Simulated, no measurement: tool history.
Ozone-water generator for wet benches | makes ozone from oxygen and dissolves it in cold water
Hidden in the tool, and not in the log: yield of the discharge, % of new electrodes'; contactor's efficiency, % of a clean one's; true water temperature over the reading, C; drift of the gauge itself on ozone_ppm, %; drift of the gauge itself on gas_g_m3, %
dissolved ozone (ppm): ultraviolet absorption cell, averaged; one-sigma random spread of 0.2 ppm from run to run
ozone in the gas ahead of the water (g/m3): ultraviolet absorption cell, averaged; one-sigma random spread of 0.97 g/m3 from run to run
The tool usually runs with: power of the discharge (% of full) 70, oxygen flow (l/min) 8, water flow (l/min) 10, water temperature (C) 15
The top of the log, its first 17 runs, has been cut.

| run | day | power of the discharge (% of full) | oxygen flow (l/min) | water flow (l/min) | water temperature (C) | hours of work since the electrodes were changed | hours of work since the contactor was cleaned | hours of work since the thermometer was calibrated | dissolved ozone (ppm) | ozone in the gas ahead of the water (g/m3) |
|---|---|---|---|---|---|---|---|---|---|---|
| 18 | 41.708 | 48 | 7.41 | 14 | 14 | 2641 | 744 | 4217 | 16.8 | 128.5 |
| 19 | 44.975 | 59 | 10.97 | 10 | 15 | 2699 | 803 | 4275 | 22 | 117.2 |
| 20 | 46.675 | 59 | 10.97 | 10 | 15 | 2730 | 833 | 4306 | 21.9 | 118.3 |
| 21 | 49.85 | 59 | 10.97 | 10 | 15 | 2786 | 890 | 4362 | 22 | 116.9 |
| 22 | 52.342 | 59 | 10.97 | 10 | 15 | 2831 | 934 | 4407 | 22 | 117.4 |
|  | 52.717 | contactor cleaned |
| 23 | 54.725 | 42 | 4.77 | 13 | 9 | 2870 | 36 | 4446 | 18.7 | 152.1 |
| 24 | 56.842 | 48 | 8.36 | 10 | 14 | 2908 | 74 | 4484 | 21.2 | 120.3 |
|  | 58.783 | contactor cleaned, once more |
| 25 | 58.788 | 86 | 4.23 | 10 | 13 | 2940 | 0 | 4516 | 36.4 | 257.8 |
| 26 | 60.25 | 71 | 5.34 | 10 | 8 | 2966 | 26 | 4542 | 33.4 | 198.9 |
|  | 61.158 | water thermometer calibrated |
| 27 | 61.996 | 71 | 5.24 | 10 | 16 | 2997 | 57 | 15 | 29 | 199.7 |
| 28 | 64.479 | 58 | 8 | 10 | 16 | 3041 | 101 | 59 | 23 | 140.4 |
| 29 | 67.7 | 48 | 12.01 | 10 | 8 | 3098 | 159 | 117 | 21.7 | 96.8 |
| 30 | 69.142 | 82 | 8 | 15 | 11 | 3124 | 185 | 142 | 23.1 | 170 |
| 31 | 70.708 | 82 | 8 | 7 | 11 | 3152 | 212 | 170 | 40.3 | 172.3 |
| 32 | 72.571 | 64 | 8 | 7 | 15 | 3185 | 246 | 204 | 31.3 | 146.2 |

Here are 3 independent what-if runs from the current tool condition. What would each one return?
| A | 75.329 | 70 | 5.75 | 10 | 15 | 3235 | 295 | 253 | ? | ? |
| B | 75.329 | 64 | 9.26 | 7 | 15 | 3235 | 295 | 253 | ? | ? |
| C | 75.329 | 70 | 6.52 | 10 | 11 | 3235 | 295 | 253 | ? | ? |

| run | dissolved ozone (ppm) | ozone in the gas ahead of the water (g/m3) |
|---|---|---|
| A | 28.9 | 187.4 |
| B | 29.4 | 134.8 |
| C | 30.2 | 174.2 |
Stripped of hidden state, with their random variation kept, the same runs would have yielded:
| run | dissolved ozone (ppm) | ozone in the gas ahead of the water (g/m3) |
|---|---|---|
| A | 31.3 | 201.7 |
| B | 31.7 | 144.4 |
| C | 32.8 | 187.5 |

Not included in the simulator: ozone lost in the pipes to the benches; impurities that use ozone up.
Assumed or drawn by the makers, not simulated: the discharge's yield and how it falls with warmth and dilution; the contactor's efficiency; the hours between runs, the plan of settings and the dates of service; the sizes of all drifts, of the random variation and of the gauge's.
